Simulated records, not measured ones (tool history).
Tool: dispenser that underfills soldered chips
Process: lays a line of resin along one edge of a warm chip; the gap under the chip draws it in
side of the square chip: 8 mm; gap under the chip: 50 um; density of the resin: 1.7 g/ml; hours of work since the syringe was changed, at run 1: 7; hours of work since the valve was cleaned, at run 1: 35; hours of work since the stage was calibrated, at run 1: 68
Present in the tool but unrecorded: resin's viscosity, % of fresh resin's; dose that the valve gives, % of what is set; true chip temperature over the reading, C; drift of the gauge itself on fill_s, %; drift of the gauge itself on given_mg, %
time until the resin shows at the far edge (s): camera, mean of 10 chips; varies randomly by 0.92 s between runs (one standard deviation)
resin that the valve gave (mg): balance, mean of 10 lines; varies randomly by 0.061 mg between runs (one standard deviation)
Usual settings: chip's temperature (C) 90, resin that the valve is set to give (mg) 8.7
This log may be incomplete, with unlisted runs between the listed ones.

run	hour	chip's temperature (C)	resin that the valve is set to give (mg)	hours of work since the syringe was changed	hours of work since the valve was cleaned	hours of work since the stage was calibrated	time until the resin shows at the far edge (s)	resin that the valve gave (mg)
1	0	90	8.7	7	35	68	111.4	8.36
2	4	86	8.7	10	38	71	144	8.43
# hour 6.1: new syringe of resin
3	6.9	86	9.4	1	40	73	101.3	9.08
4	12.9	90	8.7	5	45	78	105.7	8.35
5	18	90	8.7	9	49	82	123.6	8.37
# hour 21.1: new syringe of resin
6	23.3	90	7.85	2	53	86	92.8	7.58
7	27.7	90	7.85	5	56	89	108.1	7.42
8	31	90	7.85	8	59	92	119.3	7.5
9	34.5	97	8.39	11	61	95	101.5	8.01
# hour 35.6: new syringe of resin
10	38.7	91	11.03	2	64	98	90.6	10.5
11	43	81	8.41	6	68	101	146.9	7.89
12	48.1	82	7.97	10	72	105	169.1	7.57
# hour 50.5: new syringe of resin
13	51.7	90	9.44	1	74	108	90.9	8.82
14	57	83	8.7	5	79	112	136.7	8.08
# hour 58.3: dispensing valve cleaned and set on the balance
15	63.9	90	7.96	10	4	117	127.5	7.89
# hour 66.4: new syringe of resin
16	68.1	90	7.96	1	7	120	91.2	7.8

Hidden condition of the tool, last listed run before each entry between runs versus first listed run after:
From run 2 to run 3: new syringe of resin (hour 6.1)
  resin's viscosity, % of fresh resin's: 145.4 -> 102.9; dose that the valve gives, % of what is set: 96.82 -> 96.65; true chip temperature over the reading, C: 0.39 -> 0.4
  measured minus no-state result, time until the resin shows at the far edge (s): +44 -> +1.8; resin that the valve gave (mg): -0.28 -> -0.32
From run 5 to run 6: new syringe of resin (hour 21.1)
  resin's viscosity, % of fresh resin's: 143.8 -> 106; dose that the valve gives, % of what is set: 95.96 -> 95.62; true chip temperature over the reading, C: 0.45 -> 0.47
  measured minus no-state result, time until the resin shows at the far edge (s): +36.8 -> +4.7; resin that the valve gave (mg): -0.36 -> -0.34
From run 9 to run 10: new syringe of resin (hour 35.6)
  resin's viscosity, % of fresh resin's: 148.3 -> 110.9; dose that the valve gives, % of what is set: 94.89 -> 94.65; true chip temperature over the reading, C: 0.52 -> 0.53
  measured minus no-state result, time until the resin shows at the far edge (s): +32.5 -> +7.6; resin that the valve gave (mg): -0.43 -> -0.59
From run 12 to run 13: new syringe of resin (hour 50.5)
  resin's viscosity, % of fresh resin's: 147.4 -> 105.6; dose that the valve gives, % of what is set: 94.05 -> 93.87; true chip temperature over the reading, C: 0.57 -> 0.59
  measured minus no-state result, time until the resin shows at the far edge (s): +53.3 -> +3.6; resin that the valve gave (mg): -0.48 -> -0.58
From run 14 to run 15: dispensing valve cleaned and set on the balance (hour 58.3)
  resin's viscosity, % of fresh resin's: 123.8 -> 147.6; dose that the valve gives, % of what is set: 93.53 -> 99.58; true chip temperature over the reading, C: 0.61 -> 0.64
  measured minus no-state result, time until the resin shows at the far edge (s): +24.9 -> +39.3; resin that the valve gave (mg): -0.56 -> -0.04
From run 15 to run 16: new syringe of resin (hour 66.4)
  resin's viscosity, % of fresh resin's: 147.6 -> 105.3; dose that the valve gives, % of what is set: 99.58 -> 99.34; true chip temperature over the reading, C: 0.64 -> 0.65
  measured minus no-state result, time until the resin shows at the far edge (s): +39.3 -> +2.7; resin that the valve gave (mg): -0.04 -> -0.06
